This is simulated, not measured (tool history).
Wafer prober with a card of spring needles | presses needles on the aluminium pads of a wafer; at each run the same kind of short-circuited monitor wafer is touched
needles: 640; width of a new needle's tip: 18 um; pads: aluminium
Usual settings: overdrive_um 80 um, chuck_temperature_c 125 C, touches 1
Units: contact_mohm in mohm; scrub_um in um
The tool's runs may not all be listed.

{"run": 1, "hour": 0.0, "overdrive_um": 80, "chuck_temperature_c": 125, "touches": 1, "contact_mohm": 327, "scrub_um": 10.55}
{"hour": 5.3, "done": "tips cleaned on abrasive film"}
{"run": 2, "hour": 17.9, "overdrive_um": 80, "chuck_temperature_c": 125, "touches": 1, "contact_mohm": 325, "scrub_um": 10.57}
{"hour": 30.4, "done": "tips cleaned on abrasive film"}
{"run": 3, "hour": 33.7, "overdrive_um": 80, "chuck_temperature_c": 125, "touches": 1, "contact_mohm": 300, "scrub_um": 10.53}
{"run": 4, "hour": 50.7, "overdrive_um": 80, "chuck_temperature_c": 125, "touches": 1, "contact_mohm": 332, "scrub_um": 10.59}
{"hour": 56.4, "done": "tips cleaned on abrasive film"}
{"run": 5, "hour": 64.3, "overdrive_um": 80, "chuck_temperature_c": 125, "touches": 1, "contact_mohm": 313, "scrub_um": 10.53}
{"run": 6, "hour": 74.5, "overdrive_um": 80, "chuck_temperature_c": 125, "touches": 1, "contact_mohm": 332, "scrub_um": 10.51}
{"hour": 81.7, "done": "tips cleaned on abrasive film"}
{"run": 7, "hour": 86.8, "overdrive_um": 86, "chuck_temperature_c": 125, "touches": 1, "contact_mohm": 310, "scrub_um": 11.33}
{"run": 8, "hour": 97.5, "overdrive_um": 84, "chuck_temperature_c": 63, "touches": 2, "contact_mohm": 298, "scrub_um": 11.08}
{"hour": 107.7, "done": "tips cleaned on abrasive film"}
{"run": 9, "hour": 115.5, "overdrive_um": 66, "chuck_temperature_c": 63, "touches": 3, "contact_mohm": 290, "scrub_um": 8.64}
{"hour": 117.3, "done": "height of the first contact set anew"}
{"run": 10, "hour": 132.0, "overdrive_um": 66, "chuck_temperature_c": 63, "touches": 3, "contact_mohm": 305, "scrub_um": 8.53}
{"hour": 133.1, "done": "tips cleaned on abrasive film"}
{"run": 11, "hour": 141.8, "overdrive_um": 94, "chuck_temperature_c": 43, "touches": 1, "contact_mohm": 292, "scrub_um": 12.32}
{"hour": 158.8, "done": "tips cleaned on abrasive film"}
{"run": 12, "hour": 161.4, "overdrive_um": 71, "chuck_temperature_c": 37, "touches": 2, "contact_mohm": 274, "scrub_um": 9.13}
{"run": 13, "hour": 177.3, "overdrive_um": 71, "chuck_temperature_c": 37, "touches": 2, "contact_mohm": 304, "scrub_um": 9.17}
{"hour": 184.0, "done": "tips cleaned on abrasive film"}
{"run": 14, "hour": 195.7, "overdrive_um": 63, "chuck_temperature_c": 87, "touches": 1, "contact_mohm": 337, "scrub_um": 8.11}

3 ways to go on from here, each from the tool as it stands after run 14. What would each give?
{"hour": 200.6, "done": "height of the first contact set anew, once more"}
{"hour": 209.5, "done": "tips cleaned on abrasive film"}
{"run": "A", "hour": 211.5, "overdrive_um": 80, "chuck_temperature_c": 66, "touches": 1, "contact_mohm": "?", "scrub_um": "?"}
{"hour": 200.6, "done": "height of the first contact set anew, once more"}
{"hour": 209.5, "done": "tips cleaned on abrasive film"}
{"run": "B", "hour": 211.5, "overdrive_um": 98, "chuck_temperature_c": 28, "touches": 2, "contact_mohm": "?", "scrub_um": "?"}
{"hour": 200.6, "done": "height of the first contact set anew, once more"}
{"hour": 209.5, "done": "tips cleaned on abrasive film"}
{"run": "C", "hour": 211.5, "overdrive_um": 80, "chuck_temperature_c": 125, "touches": 1, "contact_mohm": "?", "scrub_um": "?"}

run=A contact_mohm=284 scrub_um=10.65
run=B contact_mohm=265 scrub_um=13.13
run=C contact_mohm=300 scrub_um=10.7
Without the tool's hidden state the same runs would have given:
run=A contact_mohm=272 scrub_um=10.66
run=B contact_mohm=259 scrub_um=13.14
run=C contact_mohm=288 scrub_um=10.71
